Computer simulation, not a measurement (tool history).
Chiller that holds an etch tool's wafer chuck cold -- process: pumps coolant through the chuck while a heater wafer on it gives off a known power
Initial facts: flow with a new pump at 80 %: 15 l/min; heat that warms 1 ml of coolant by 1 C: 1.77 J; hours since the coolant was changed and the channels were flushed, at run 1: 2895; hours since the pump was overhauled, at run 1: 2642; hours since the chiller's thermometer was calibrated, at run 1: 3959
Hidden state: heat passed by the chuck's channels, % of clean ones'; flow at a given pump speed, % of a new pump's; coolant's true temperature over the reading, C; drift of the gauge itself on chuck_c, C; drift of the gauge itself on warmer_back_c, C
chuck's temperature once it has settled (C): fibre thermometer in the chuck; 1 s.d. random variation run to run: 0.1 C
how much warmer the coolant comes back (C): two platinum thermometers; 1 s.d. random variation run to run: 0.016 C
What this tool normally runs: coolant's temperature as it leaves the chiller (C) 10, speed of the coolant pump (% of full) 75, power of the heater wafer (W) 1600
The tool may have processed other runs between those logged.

run	hour	coolant's temperature as it leaves the chiller (C)	speed of the coolant pump (% of full)	power of the heater wafer (W)	hours since the coolant was changed and the channels were flushed	hours since the pump was overhauled	hours since the chiller's thermometer was calibrated	chuck's temperature once it has settled (C)	how much warmer the coolant comes back (C)
1	0.0	10	75	1600	2895	2642	3959	22.1	3.98
2	43.1	10	75	1600	2938	2685	4002	22.2	3.98
3	111.4	10	75	1600	3006	2753	4070	22.0	3.96
4	174.7	10	75	1600	3070	2816	4134	22.2	3.97
5	223.9	10	75	1600	3119	2865	4183	22.1	3.97
6	264.9	10	75	1600	3160	2906	4224	22.2	3.96
7	294.8	10	75	1600	3190	2936	4254	21.9	3.99
# hour 303.7: coolant pump overhauled
8	356.9	10	75	1600	3247	53	4311	22.4	4.06
9	419.8	10	69	1573	3310	116	4374	22.8	4.37
10	450.3	5	64	998	3340	147	4404	13.8	3.00
# hour 486.8: coolant pump overhauled, once more
11	517.3	8	77	2353	3402	31	4466	25.0	5.50
12	559.2	12	75	2380	3444	72	4508	29.4	5.75
13	628.6	10	91	1600	3514	142	4578	20.3	3.16
14	678.5	10	91	1600	3564	192	4627	20.2	3.15
15	718.4	4	91	841	3603	232	4667	9.7	1.63
16	757.4	4	91	841	3642	271	4706	9.7	1.66

A few steps of chuck's temperature once it has settled (C) between consecutive runs. Split each: what settings, incoming material and random variation would produce without the hidden state, and what is left over for the hidden state, along with gauge scatter present in only one of the two compared results (measured, and without hidden state):
Run 10 -> 11: coolant's temperature as it leaves the chiller (C) 5 -> 8, speed of the coolant pump (% of full) 64 -> 77, power of the heater wafer (W) 998 -> 2353, coolant pump overhauled, once more. chuck's temperature once it has settled (C) +11.2: hidden state +0.1, all else +11.1.
Run 12 -> 13: coolant's temperature as it leaves the chiller (C) 12 -> 10, speed of the coolant pump (% of full) 75 -> 91, power of the heater wafer (W) 2380 -> 1600. chuck's temperature once it has settled (C) -9.1: hidden state -0.4, all else -8.7.
